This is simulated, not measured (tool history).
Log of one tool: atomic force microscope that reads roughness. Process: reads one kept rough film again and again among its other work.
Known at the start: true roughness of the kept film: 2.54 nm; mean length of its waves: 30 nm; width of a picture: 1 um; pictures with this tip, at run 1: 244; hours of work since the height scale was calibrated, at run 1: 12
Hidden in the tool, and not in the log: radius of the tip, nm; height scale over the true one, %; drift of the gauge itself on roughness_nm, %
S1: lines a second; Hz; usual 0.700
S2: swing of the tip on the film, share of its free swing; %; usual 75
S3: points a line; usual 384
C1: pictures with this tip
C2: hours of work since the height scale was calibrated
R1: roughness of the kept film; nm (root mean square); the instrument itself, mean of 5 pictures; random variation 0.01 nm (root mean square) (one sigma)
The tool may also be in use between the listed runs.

run   hour     S1  S2   S3   C1   C2     R1
  1    0.0  0.700  75  384  244   12  2.059
  2   18.8  0.700  75  384  262   24  2.059
      22.7  -- new tip fitted
  3   48.6  0.700  75  384   25   43  2.331
  4   67.8  0.700  75  267   44   56  2.311
  5  110.1  0.700  86  384   86   83  2.221
  6  149.5  0.700  86  384  124  109  2.195
  7  179.4  0.538  75  384  154  128  2.209
  8  206.3  0.538  75  384  180  145  2.145
  9  246.5  0.538  75  384  220  171  2.133
 10  289.5  0.538  75  384  262  199  2.098
     294.2  -- new tip fitted
 11  319.8  0.700  75  541   25  218  2.329
 12  363.4  0.700  82  541   68  247  2.248
 13  391.8  0.700  82  541   96  265  2.228
 14  425.8  0.700  75  384  129  287  2.203
 15  463.0  0.700  75  384  166  311  2.159
 16  488.9  0.700  86  384  191  328  2.107
 17  526.0  0.833  75  702  228  352  2.114
 18  545.5  2.544  61  702  247  365  2.062
     567.3  -- new tip fitted
 19  567.3  2.544  61  702    0  378  2.350
 20  606.0  3.040  82  874   38  403  2.099
 21  644.5  3.040  66  449   76  428  2.202
 22  678.0  2.012  70  942  109  450  2.189
 23  697.9  2.012  84  812  128  463  2.075
 24  733.8  2.012  84  812  163  486  2.062
 25  777.1  0.700  75  606  206  514  2.154
 26  807.0  0.700  89  645  235  533  2.070
 27  833.5  0.700  89  645  261  551  2.059
     839.7  -- new tip fitted
 28  868.9  0.829  89  922   29  573  2.288
 29  901.5  2.238  89  606   61  594  2.082
 30  933.3  1.856  89  360   92  615  2.082
 31  976.4  1.856  89  360  134  643  2.032

Some steps in R1 between neighbouring runs. How much of each would the tool show without its hidden state too (settings, what came in, random variation), and how much is left for the hidden state, with any gauge scatter that isn't in both results?
Run 2 -> 3: new tip fitted. R1 +0.272 nm (root mean square): hidden state +0.262, all else +0.010.
Run 10 -> 11: S1 0.538 -> 0.700, S3 384 -> 541, new tip fitted. R1 +0.231 nm (root mean square): hidden state +0.223, all else +0.008.
Run 18 -> 19: new tip fitted. R1 +0.288 nm (root mean square): hidden state +0.262, all else +0.026.
Run 19 -> 20: S1 2.544 -> 3.040, S2 61 -> 82, S3 702 -> 874. R1 -0.251 nm (root mean square): hidden state -0.040, all else -0.211.
